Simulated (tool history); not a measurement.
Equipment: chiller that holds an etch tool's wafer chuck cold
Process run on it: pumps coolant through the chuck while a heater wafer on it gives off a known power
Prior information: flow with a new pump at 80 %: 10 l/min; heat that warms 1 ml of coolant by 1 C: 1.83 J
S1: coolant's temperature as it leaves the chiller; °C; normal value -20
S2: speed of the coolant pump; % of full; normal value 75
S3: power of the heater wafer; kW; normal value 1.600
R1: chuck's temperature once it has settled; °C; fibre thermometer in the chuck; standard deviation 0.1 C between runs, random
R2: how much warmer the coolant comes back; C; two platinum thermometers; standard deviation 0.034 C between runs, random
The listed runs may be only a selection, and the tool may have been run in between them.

{"run": 1, "hour": 0.0, "S1": -20, "S2": 75, "S3": 1.6, "R1": -1.5, "R2": 6.35}
{"run": 2, "hour": 112.0, "S1": -20, "S2": 75, "S3": 1.6, "R1": -1.3, "R2": 6.31}
{"run": 3, "hour": 226.7, "S1": -20, "S2": 60, "S3": 1.6, "R1": 2.2, "R2": 8.0}
{"run": 4, "hour": 327.2, "S1": -22, "S2": 60, "S3": 1.6, "R1": 0.1, "R2": 7.9}
{"run": 5, "hour": 461.0, "S1": -22, "S2": 60, "S3": 1.6, "R1": 0.3, "R2": 8.01}
{"hour": 497.8, "done": "coolant pump overhauled"}
{"run": 6, "hour": 582.0, "S1": -20, "S2": 75, "S3": 1.6, "R1": -2.8, "R2": 5.59}
{"run": 7, "hour": 712.8, "S1": -20, "S2": 75, "S3": 1.6, "R1": -2.6, "R2": 5.65}
{"run": 8, "hour": 813.1, "S1": -20, "S2": 75, "S3": 1.6, "R1": -2.6, "R2": 5.62}
{"run": 9, "hour": 870.2, "S1": -20, "S2": 75, "S3": 1.6, "R1": -2.5, "R2": 5.62}
{"run": 10, "hour": 1000.6, "S1": -20, "S2": 75, "S3": 1.6, "R1": -2.7, "R2": 5.65}
{"run": 11, "hour": 1091.1, "S1": -20, "S2": 63, "S3": 1.6, "R1": 0.0, "R2": 6.7}
{"run": 12, "hour": 1147.9, "S1": -20, "S2": 63, "S3": 1.6, "R1": -0.2, "R2": 6.71}
{"run": 13, "hour": 1277.7, "S1": -20, "S2": 75, "S3": 1.6, "R1": -2.4, "R2": 5.68}
{"hour": 1284.4, "done": "chiller's thermometer calibrated"}
{"run": 14, "hour": 1371.9, "S1": -20, "S2": 75, "S3": 1.6, "R1": -2.1, "R2": 5.75}
{"run": 15, "hour": 1478.8, "S1": -13, "S2": 75, "S3": 2.172, "R1": 11.6, "R2": 7.77}
{"run": 16, "hour": 1579.9, "S1": -13, "S2": 75, "S3": 2.172, "R1": 11.5, "R2": 7.78}
{"run": 17, "hour": 1662.9, "S1": -13, "S2": 75, "S3": 2.172, "R1": 11.8, "R2": 7.77}
{"run": 18, "hour": 1767.1, "S1": -12, "S2": 75, "S3": 1.472, "R1": 4.8, "R2": 5.25}
{"run": 19, "hour": 1880.4, "S1": -30, "S2": 100, "S3": 1.821, "R1": -13.2, "R2": 4.94}
{"run": 20, "hour": 1953.2, "S1": -28, "S2": 63, "S3": 1.209, "R1": -12.4, "R2": 5.21}
{"run": 21, "hour": 2013.6, "S1": -28, "S2": 63, "S3": 1.209, "R1": -12.2, "R2": 5.17}
{"run": 22, "hour": 2092.1, "S1": -21, "S2": 74, "S3": 1.371, "R1": -5.1, "R2": 5.0}
{"run": 23, "hour": 2180.3, "S1": -21, "S2": 74, "S3": 1.371, "R1": -5.1, "R2": 5.03}
{"run": 24, "hour": 2254.9, "S1": -24, "S2": 62, "S3": 1.921, "R1": 1.6, "R2": 8.38}
{"run": 25, "hour": 2360.2, "S1": -24, "S2": 91, "S3": 1.745, "R1": -6.2, "R2": 5.3}
{"hour": 2448.5, "done": "coolant changed, channels flushed"}
{"run": 26, "hour": 2448.9, "S1": -20, "S2": 86, "S3": 1.204, "R1": -9.4, "R2": 3.88}
{"run": 27, "hour": 2515.2, "S1": -20, "S2": 86, "S3": 1.204, "R1": -9.5, "R2": 3.85}
{"run": 28, "hour": 2586.8, "S1": -23, "S2": 75, "S3": 2.092, "R1": -2.4, "R2": 7.64}

Consider 4 possible next runs. They are alternatives, not a sequence: every one starts from the tool as it was left by run 28. What does each give?
{"run": "A", "hour": 2708.6, "S1": -21, "S2": 75, "S3": 2.077, "R1": "?", "R2": "?"}
{"run": "B", "hour": 2708.6, "S1": -22, "S2": 75, "S3": 0.934, "R1": "?", "R2": "?"}
{"run": "C", "hour": 2708.6, "S1": -10, "S2": 75, "S3": 1.6, "R1": "?", "R2": "?"}
{"run": "D", "hour": 2708.6, "S1": -18, "S2": 82, "S3": 1.467, "R1": "?", "R2": "?"}

run=A R1=-0.5 R2=7.65
run=B R1=-12.7 R2=3.42
run=C R1=5.8 R2=5.84
run=D R1=-4.2 R2=4.92
What these runs would have given with no unlogged condition in the tool:
run=A R1=-1.2 R2=7.30
run=B R1=-12.9 R2=3.27
run=C R1=5.4 R2=5.57
run=D R1=-4.6 R2=4.70
